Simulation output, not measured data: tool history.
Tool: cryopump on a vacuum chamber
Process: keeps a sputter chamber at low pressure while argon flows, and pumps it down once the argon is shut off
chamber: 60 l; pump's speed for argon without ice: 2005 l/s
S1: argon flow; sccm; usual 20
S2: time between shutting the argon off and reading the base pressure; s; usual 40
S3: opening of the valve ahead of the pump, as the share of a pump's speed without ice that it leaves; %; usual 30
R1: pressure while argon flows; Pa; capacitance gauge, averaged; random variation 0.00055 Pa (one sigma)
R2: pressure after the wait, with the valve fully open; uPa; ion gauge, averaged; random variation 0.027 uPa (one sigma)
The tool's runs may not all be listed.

Run 1, hour 0.0: usual settings. Result: R1 0.0582 Pa, R2 1.84 uPa.
Run 2, hour 90.3: usual settings but S3 46 %. Result: R1 0.0397 Pa, R2 1.86 uPa.
Run 3, hour 154.2: usual settings but S3 46 %. Result: R1 0.0389 Pa, R2 1.86 uPa.
Run 4, hour 202.0: usual settings but S3 46 %. Result: R1 0.0390 Pa, R2 1.88 uPa.
Run 5, hour 292.5: usual settings but S1 18 sccm. Result: R1 0.0535 Pa, R2 1.97 uPa.
Run 6, hour 363.5: usual settings. Result: R1 0.0585 Pa, R2 1.89 uPa.
Run 7, hour 427.1: usual settings. Result: R1 0.0596 Pa, R2 2.03 uPa.
Run 8, hour 504.3: usual settings but S2 76 s, S3 37 %. Result: R1 0.0489 Pa, R2 1.47 uPa.
Run 9, hour 564.6: usual settings but S1 31 sccm, S3 38 %. Result: R1 0.0735 Pa, R2 2.01 uPa.
Run 10, hour 610.7: usual settings but S1 21 sccm, S3 29 %. Result: R1 0.0641 Pa, R2 2.01 uPa.
Run 11, hour 653.7: usual settings but S1 21 sccm, S3 29 %. Result: R1 0.0639 Pa, R2 1.95 uPa.
Run 12, hour 728.2: usual settings but S1 31 sccm, S2 58 s, S3 33 %. Result: R1 0.0836 Pa, R2 1.72 uPa.
Run 13, hour 768.5: usual settings but S1 14 sccm, S2 23 s, S3 28 %. Result: R1 0.0440 Pa, R2 2.82 uPa.

The same runs without the tool's hidden state, with the same run-to-run variation:
The hidden state here: pump's speed, % of a pump's without ice; cold plate's temperature, K; leak into the chamber, uPa l/s; drift of the gauge itself on working_pa, %; drift of the gauge itself on base_upa, %.
run      R1    R2
  1  0.0564  1.23
  2  0.0377  1.21
  3  0.0368  1.21
  4  0.0367  1.21
  5  0.0513  1.27
  6  0.0559  1.17
  7  0.0568  1.28
  8  0.0459  0.70
  9  0.0688  1.22
 10  0.0608  1.21
 11  0.0605  1.16
 12  0.0783  0.89
 13  0.0416  1.97

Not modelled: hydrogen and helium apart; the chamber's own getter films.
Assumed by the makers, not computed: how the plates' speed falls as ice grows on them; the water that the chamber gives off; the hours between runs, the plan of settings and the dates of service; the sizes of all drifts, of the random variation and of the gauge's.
